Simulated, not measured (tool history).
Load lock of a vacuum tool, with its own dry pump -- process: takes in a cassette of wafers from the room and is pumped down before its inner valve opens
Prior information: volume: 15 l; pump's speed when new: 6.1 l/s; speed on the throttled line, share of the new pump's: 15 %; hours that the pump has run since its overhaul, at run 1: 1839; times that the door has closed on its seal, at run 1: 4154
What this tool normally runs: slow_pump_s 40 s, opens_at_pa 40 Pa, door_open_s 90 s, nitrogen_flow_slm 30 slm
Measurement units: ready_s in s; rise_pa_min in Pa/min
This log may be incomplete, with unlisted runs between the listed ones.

run    hour  slow_pump_s  opens_at_pa  door_open_s  nitrogen_flow_slm  hours that the pump has run since its overhaul  times that the door has closed on its seal  incoming humidity of the room's air, %  ready_s  rise_pa_min
  1       0           40           40           90                 30                                            1839                                        4154                                    44.2     53.2        0.116
  2   151.1           40           40           90                 30                                            1990                                        4863                                    43.2     53.1        0.111
  3     327           40           40           44                 30                                            2166                                        5688                                    42.9     53.4        0.091
  4   487.6           40           40           44                 30                                            2327                                        6441                                    42.6     53.7        0.087
  5   634.1           40           40           44                 30                                            2473                                        7129                                    44.7     53.7          0.1
  6     737           40           40           44                 30                                            2576                                        7611                                    46.9     53.7        0.105
  7   955.8           40           40           44                 30                                            2795                                        8638                                      43     53.6        0.111
  8    1137           40           40           90                 30                                            2976                                        9488                                    47.5     53.6        0.157
  9  1337.6           40           40           90                 30                                            3177                                       10429                                      44     53.6        0.155
 10  1540.1           40           40           90                 30                                            3379                                       11379                                    46.1     53.7        0.164
 11  1653.4           40           40           90                 30                                            3492                                       11910                                    46.3     53.5        0.163
 12  1769.9           40           71           90                 30                                            3609                                       12457                                    48.9     52.2        0.184
 13  1995.8           40           71           90                 30                                            3835                                       13516                                    46.2     52.1        0.185
 14  2124.8           40           71           90                 30                                            3964                                       14122                                    44.6     52.2        0.187
 15  2235.5           40           71           90                 30                                            4074                                       14641                                    40.7     52.5        0.188
 16  2401.3           40           71           90                 30                                            4240                                       15419                                    45.4     52.2        0.209
 17  2547.6           40           71           90                 30                                            4387                                       16105                                    47.7     52.3        0.217
 18  2698.6           40           71           90                 30                                            4538                                       16813                                    42.9     52.2         0.21
 19  2839.3           40           40          113                 24                                            4678                                       17473                                    43.7     53.8        0.243
 20    2974           54           40           90                  5                                            4813                                       18105                                    45.9     65.9        0.277
 21    3082           31           40          108                  5                                            4921                                       18612                                    45.6     46.1        0.308
 22  3186.9           31           40          108                  5                                            5026                                       19104                                      41     46.2        0.295
 23  3407.5           22           40           90                 30                                            5247                                       20139                                    46.1     38.7        0.252
 24  3525.7           22           40           90                 30                                            5365                                       20693                                    46.2     38.9        0.274
 25  3688.1           38           40           37                 30                                            5527                                       21455                                    45.6       52        0.244
 26    3846           38           40           37                 30                                            5685                                       22196                                    45.2     52.1        0.252
 27  4073.7           25           40           37                 26                                            5913                                       23264                                    44.2     41.4        0.263
 28  4284.8           40           74           90                 30                                            6124                                       24254                                    48.1     52.5         0.32

Consider 5 possible next runs. They are alternatives, not a sequence: every one starts from the tool as it was left by run 28. What does each give?
  A  4382.8           72           74          130                 30                                            6222                                       24714                                    43.1        ?            ?
  B  4382.8           40           74          169                  9                                            6222                                       24714                                    44.7        ?            ?
  C  4382.8           40           49           90                 11                                            6222                                       24714                                    45.9        ?            ?
  D  4382.8           40           74           90                 42                                            6222                                       24714                                    47.8        ?            ?
  E  4382.8           44           64           90                 25                                            6222                                       24714                                    45.8        ?            ?

run  ready_s  rise_pa_min
  A     79.3        0.347
  B     52.4        0.427
  C     53.6        0.352
  D     52.1        0.314
  E     55.9        0.326
Without the tool's hidden state the same runs would have given:
run  ready_s  rise_pa_min
  A     78.9         0.11
  B     51.7        0.189
  C     52.8        0.115
  D     51.4        0.077
  E     55.2        0.091
